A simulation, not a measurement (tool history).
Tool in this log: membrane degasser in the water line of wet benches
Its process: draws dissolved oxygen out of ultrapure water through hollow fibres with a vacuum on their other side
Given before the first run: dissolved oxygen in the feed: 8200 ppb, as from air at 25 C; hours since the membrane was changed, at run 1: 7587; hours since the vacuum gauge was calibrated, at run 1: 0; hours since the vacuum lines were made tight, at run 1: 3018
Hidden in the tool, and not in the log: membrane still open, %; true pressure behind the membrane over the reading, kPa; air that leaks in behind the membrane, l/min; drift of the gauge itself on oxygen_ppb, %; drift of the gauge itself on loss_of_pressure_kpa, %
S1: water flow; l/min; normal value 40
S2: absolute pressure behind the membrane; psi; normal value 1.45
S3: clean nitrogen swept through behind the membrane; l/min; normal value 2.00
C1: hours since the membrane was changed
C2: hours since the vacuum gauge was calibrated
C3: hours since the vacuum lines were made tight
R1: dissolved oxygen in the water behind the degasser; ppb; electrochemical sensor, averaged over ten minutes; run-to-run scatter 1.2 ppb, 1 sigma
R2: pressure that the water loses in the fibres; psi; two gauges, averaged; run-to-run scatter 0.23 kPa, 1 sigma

| run | hour | S1 | S2 | S3 | C1 | C2 | C3 | R1 | R2 |
|---|---|---|---|---|---|---|---|---|---|
| 1 | 0.0 | 40 | 1.45 | 2.00 | 7587 | 0 | 3018 | 300.2 | 8.585 |
| 2 | 198.4 | 40 | 1.70 | 2.00 | 7786 | 198 | 3217 | 371.0 | 8.611 |
| 3 | 327.9 | 40 | 1.45 | 2.00 | 7915 | 328 | 3346 | 302.0 | 8.535 |
| 4 | 514.2 | 40 | 1.45 | 2.00 | 8101 | 514 | 3533 | 300.8 | 8.589 |
| 5 | 670.1 | 40 | 1.45 | 2.00 | 8257 | 670 | 3688 | 301.1 | 8.540 |
| 6 | 824.4 | 40 | 2.58 | 2.00 | 8412 | 824 | 3843 | 613.2 | 8.591 |
| 7 | 1017.5 | 40 | 2.29 | 2.00 | 8605 | 1018 | 4036 | 533.5 | 8.604 |
| 8 | 1229.6 | 32 | 1.45 | 2.00 | 8817 | 1230 | 4248 | 243.1 | 6.811 |
| 9 | 1403.8 | 32 | 1.45 | 2.00 | 8991 | 1404 | 4422 | 246.0 | 6.883 |
| 10 | 1619.9 | 40 | 1.45 | 2.00 | 9207 | 1620 | 4638 | 300.9 | 8.534 |
| 11 | 1776.1 | 40 | 1.45 | 2.00 | 9363 | 1776 | 4794 | 297.7 | 8.564 |
| 12 | 1957.7 | 40 | 1.45 | 2.00 | 9545 | 1958 | 4976 | 299.8 | 8.524 |
| 13 | 2081.0 | 40 | 1.45 | 2.00 | 9668 | 2081 | 5099 | 300.5 | 8.533 |
| 14 | 2178.7 | 40 | 1.45 | 2.00 | 9766 | 2179 | 5197 | 299.7 | 8.553 |
| 15 | 2298.1 | 40 | 1.45 | 2.00 | 9885 | 2298 | 5316 | 300.1 | 8.604 |
| 16 | 2470.5 | 40 | 1.45 | 2.00 | 10058 | 2471 | 5489 | 299.6 | 8.543 |
| 17 | 2685.0 | 40 | 1.45 | 2.00 | 10272 | 2685 | 5703 | 301.1 | 8.567 |
| 18 | 2783.5 | 26 | 1.78 | 2.00 | 10371 | 2783 | 5802 | 266.3 | 5.590 |
| 19 | 2893.3 | 26 | 1.78 | 2.00 | 10481 | 2893 | 5912 | 267.5 | 5.524 |
| 20 | 3070.0 | 26 | 1.78 | 2.60 | 10657 | 3070 | 6088 | 209.2 | 5.555 |
| 21 | 3240.3 | 34 | 2.00 | 3.63 | 10828 | 3240 | 6259 | 231.6 | 7.278 |
| 22 | 3447.4 | 34 | 2.00 | 3.63 | 11035 | 3447 | 6466 | 233.6 | 7.258 |
| 23 | 3662.3 | 31 | 3.22 | 2.00 | 11249 | 3662 | 6681 | 627.6 | 6.631 |
| 24 | 3782.6 | 29 | 1.28 | 5.13 | 11370 | 3783 | 6801 | 77.4 | 6.182 |
| 25 | 3992.3 | 40 | 1.45 | 4.27 | 11580 | 3992 | 7011 | 155.2 | 8.550 |
| 26 | 4080.4 | 29 | 1.16 | 4.27 | 11668 | 4080 | 7099 | 78.7 | 6.215 |
| 27 | 4241.6 | 29 | 1.16 | 4.27 | 11829 | 4242 | 7260 | 79.5 | 6.176 |
| 28 | 4420.7 | 40 | 1.78 | 1.76 | 12008 | 4421 | 7439 | 439.5 | 8.515 |

Predict the results of run 29:
| 29 | 4562.8 | 48 | 1.45 | 0.90 | 12150 | 4563 | 7581 | ? | ? |

Run 29 came out at R1 655.5 ppb, R2 10.270 psi.
Without the tool's hidden state the same run would have given R1 655.3 ppb, R2 10.260 psi.

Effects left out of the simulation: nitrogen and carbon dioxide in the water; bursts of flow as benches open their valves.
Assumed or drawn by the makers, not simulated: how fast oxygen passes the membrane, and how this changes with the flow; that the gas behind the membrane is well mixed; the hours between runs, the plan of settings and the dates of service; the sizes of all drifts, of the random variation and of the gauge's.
